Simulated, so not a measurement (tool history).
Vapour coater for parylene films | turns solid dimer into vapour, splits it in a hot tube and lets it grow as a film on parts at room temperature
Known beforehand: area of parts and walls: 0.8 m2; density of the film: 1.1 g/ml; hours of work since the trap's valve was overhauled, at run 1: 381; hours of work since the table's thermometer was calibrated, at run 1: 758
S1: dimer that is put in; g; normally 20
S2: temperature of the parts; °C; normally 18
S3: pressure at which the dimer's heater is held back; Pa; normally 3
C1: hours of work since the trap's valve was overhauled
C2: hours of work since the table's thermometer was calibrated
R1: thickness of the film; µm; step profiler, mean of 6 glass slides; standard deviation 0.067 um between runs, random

{"run": 1, "hour": 0.0, "S1": 20, "S2": 18, "S3": 3, "C1": 381, "C2": 758, "R1": 14.26}
{"hour": 22.0, "done": "trap's valve overhauled"}
{"run": 2, "hour": 58.0, "S1": 20, "S2": 18, "S3": 4.87, "C1": 25, "C2": 796, "R1": 13.48}
{"run": 3, "hour": 84.2, "S1": 20, "S2": 18, "S3": 4.87, "C1": 44, "C2": 814, "R1": 13.59}
{"run": 4, "hour": 127.4, "S1": 20, "S2": 18, "S3": 4.87, "C1": 74, "C2": 845, "R1": 13.43}
{"run": 5, "hour": 160.5, "S1": 20, "S2": 18, "S3": 9.78, "C1": 98, "C2": 868, "R1": 12.46}
{"run": 6, "hour": 214.0, "S1": 11, "S2": 18, "S3": 7.14, "C1": 135, "C2": 906, "R1": 7.16}
{"run": 7, "hour": 253.0, "S1": 8, "S2": 23, "S3": 3.18, "C1": 163, "C2": 933, "R1": 4.84}
{"run": 8, "hour": 300.6, "S1": 22, "S2": 20, "S3": 7.75, "C1": 197, "C2": 967, "R1": 13.28}
{"run": 9, "hour": 328.2, "S1": 14, "S2": 19, "S3": 6.57, "C1": 216, "C2": 986, "R1": 8.91}
{"run": 10, "hour": 356.6, "S1": 20, "S2": 29, "S3": 2.31, "C1": 236, "C2": 1006, "R1": 10.48}

What if the next run were any one of these 3? Each begins from the tool's condition after run 10:
{"run": "A", "hour": 403.9, "S1": 20, "S2": 27, "S3": 3, "C1": 269, "C2": 1040, "R1": "?"}
{"run": "B", "hour": 403.9, "S1": 22, "S2": 18, "S3": 3, "C1": 269, "C2": 1040, "R1": "?"}
{"run": "C", "hour": 403.9, "S1": 11, "S2": 23, "S3": 3, "C1": 269, "C2": 1040, "R1": "?"}

run=A R1=10.88
run=B R1=15.67
run=C R1=6.73
What these runs would have given with no unlogged condition in the tool:
run=A R1=10.9
run=B R1=15.71
run=C R1=6.74

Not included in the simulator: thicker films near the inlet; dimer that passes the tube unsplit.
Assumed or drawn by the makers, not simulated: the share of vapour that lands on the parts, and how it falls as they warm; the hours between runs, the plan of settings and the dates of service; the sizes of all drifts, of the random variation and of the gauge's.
